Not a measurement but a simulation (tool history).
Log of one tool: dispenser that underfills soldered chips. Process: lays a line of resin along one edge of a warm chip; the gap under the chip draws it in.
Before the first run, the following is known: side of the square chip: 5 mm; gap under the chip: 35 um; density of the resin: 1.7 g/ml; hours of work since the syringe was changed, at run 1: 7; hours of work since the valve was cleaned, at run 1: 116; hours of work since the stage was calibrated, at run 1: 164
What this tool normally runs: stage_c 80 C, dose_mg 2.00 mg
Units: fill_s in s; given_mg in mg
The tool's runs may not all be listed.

run,hour,stage_c,dose_mg,hours of work since the syringe was changed,hours of work since the valve was cleaned,hours of work since the stage was calibrated,fill_s,given_mg
1,0.0,80,2.00,7,116,164,57.6,1.80
# hour 1.6: new syringe of resin
2,9.6,80,2.00,5,122,170,52.8,1.82
# hour 13.1: new syringe of resin
# hour 16.5: dispensing valve cleaned and set on the balance
3,22.4,80,2.00,5,4,177,50.5,2.03
# hour 25.8: new syringe of resin
4,30.3,80,2.00,3,8,182,42.2,2.05
# hour 37.3: new syringe of resin
5,44.1,76,2.00,4,17,190,56.5,1.94
# hour 48.6: new syringe of resin
6,56.5,76,2.00,5,24,198,59.7,1.97
# hour 60.3: new syringe of resin
7,67.3,88,2.00,4,31,204,35.0,1.98
# hour 71.7: new syringe of resin
8,78.0,88,2.00,4,37,211,34.1,1.92
# hour 83.3: new syringe of resin
9,87.9,72,2.00,3,43,217,61.9,1.91
10,93.4,72,2.00,6,47,220,79.4,1.95
# hour 94.4: new syringe of resin
11,100.8,72,2.00,4,51,225,67.3,1.95
# hour 105.6: new syringe of resin
12,113.9,83,2.11,5,59,233,44.5,1.93
# hour 117.5: new syringe of resin
13,122.5,77,2.18,3,64,238,48.7,2.02
# hour 129.1: new syringe of resin
14,135.4,72,2.31,4,72,246,64.2,2.20
# hour 141.1: new syringe of resin
15,147.9,72,2.31,4,80,253,66.1,2.15
# hour 152.8: new syringe of resin
16,161.9,72,2.31,6,88,262,72.7,2.22
# hour 165.0: new syringe of resin
17,171.2,85,2.00,4,94,267,38.9,1.89
# hour 176.2: new syringe of resin
18,185.3,85,2.00,6,102,276,43.4,1.80
# hour 188.2: new syringe of resin
19,191.3,82,2.30,2,106,280,38.0,2.15
# hour 199.8: new syringe of resin
20,204.2,82,2.30,3,114,287,38.6,2.08
# hour 211.2: new syringe of resin
21,217.2,67,1.82,4,122,295,89.1,1.64
# hour 222.4: new syringe of resin
# hour 224.5: dispensing valve cleaned and set on the balance
22,230.9,67,1.82,5,4,303,89.8,1.89

Consider 3 possible next runs. They are alternatives, not a sequence: every one starts from the tool as it was left by run 22. What does each give?
# hour 234.7: new syringe of resin
A,244.1,88,1.82,6,12,311,?,?
# hour 234.7: new syringe of resin
B,244.1,67,2.16,6,12,311,?,?
# hour 234.7: new syringe of resin
C,244.1,88,2.44,6,12,311,?,?

run,fill_s,given_mg
A,40.2,1.85
B,91.9,2.12
C,36.7,2.43
Stripped of hidden state, with their random variation kept, the same runs would have yielded:
run,fill_s,given_mg
A,25.9,1.87
B,58.3,2.14
C,23.3,2.45

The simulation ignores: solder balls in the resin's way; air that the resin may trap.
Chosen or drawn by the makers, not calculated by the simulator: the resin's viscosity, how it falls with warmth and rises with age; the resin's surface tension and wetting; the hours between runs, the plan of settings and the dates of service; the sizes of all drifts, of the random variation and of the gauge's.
